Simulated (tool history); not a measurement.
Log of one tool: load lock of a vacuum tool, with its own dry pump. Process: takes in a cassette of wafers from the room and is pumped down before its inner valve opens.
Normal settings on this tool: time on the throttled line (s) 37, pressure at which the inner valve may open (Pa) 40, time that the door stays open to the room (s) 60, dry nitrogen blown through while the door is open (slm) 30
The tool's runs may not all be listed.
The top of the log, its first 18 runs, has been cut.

run    hour  time on the throttled line (s)  pressure at which the inner valve may open (Pa)  time that the door stays open to the room (s)  dry nitrogen blown through while the door is open (slm)  incoming humidity of the room's air, %  time from the closed door until the inner valve may open (s)  rise of the pressure with all valves shut (Pa/min)
 19  2793.8                              65                                               40                                             60                                                       30                                    45.2                                                          87.9                                                0.05
 20  2921.8                              37                                               40                                             60                                                       16                                    43.9                                                          63.9                                                0.05
 21  3091.3                              27                                               41                                             30                                                       16                                    43.7                                                          55.2                                               0.042
 22  3230.2                              27                                               41                                             30                                                       16                                    43.6                                                          54.7                                               0.041
 23  3452.3                              27                                               41                                             30                                                       16                                    42.6                                                          55.9                                               0.046
 24  3606.2                              27                                               41                                             30                                                       16                                    45.4                                                          55.8                                               0.044
 25  3749.8                              27                                               41                                             30                                                       16                                    47.3                                                          56.1                                               0.048
 26  3944.8                              27                                               41                                             30                                                       16                                    44.9                                                          56.7                                               0.049
 27  4086.7                              37                                               40                                             33                                                       42                                    44.6                                                          63.9                                               0.037
 28  4241.4                              37                                               51                                             60                                                       30                                    51.2                                                          63.1                                               0.052
 29    4347                              37                                               51                                             60                                                       30                                    43.9                                                          63.7                                               0.048
 30  4451.5                              37                                               51                                             60                                                       30                                    46.1                                                          63.8                                               0.055
 31  4589.4                              19                                               40                                             60                                                       30                                    42.7                                                          48.6                                               0.052
 32  4771.3                              37                                               78                                             60                                                       29                                    46.4                                                          62.7                                               0.062
 33  4866.2                              71                                               47                                             69                                                       29                                    43.2                                                            94                                               0.062
 34  5015.4                              23                                               55                                             40                                                       35                                    48.6                                                          51.9                                               0.047
 35  5216.2                              37                                               36                                             60                                                       30                                    46.6                                                          65.8                                               0.059
 36  5362.8                              37                                               52                                             60                                                        8                                    43.8                                                          64.2                                               0.073
 37  5526.2                              37                                               52                                             60                                                        8                                    47.6                                                          63.7                                               0.086

Predict each of these 3 candidate next runs independently; none follows another, all start after run 37:
  A  5640.9                              55                                               47                                            160                                                        8                                    47.7                                                             ?                                                   ?
  B  5640.9                              33                                               29                                             60                                                       30                                    45.5                                                             ?                                                   ?
  C  5640.9                              36                                               40                                             60                                                       30                                    46.6                                                             ?                                                   ?

run  time from the closed door until the inner valve may open (s)  rise of the pressure with all valves shut (Pa/min)
  A                                                          79.2                                               0.118
  B                                                          63.5                                               0.062
  C                                                          63.9                                               0.069
What these runs would have given with no unlogged condition in the tool:
run  time from the closed door until the inner valve may open (s)  rise of the pressure with all valves shut (Pa/min)
  A                                                          76.7                                               0.099
  B                                                          60.3                                               0.044
  C                                                            61                                                0.05
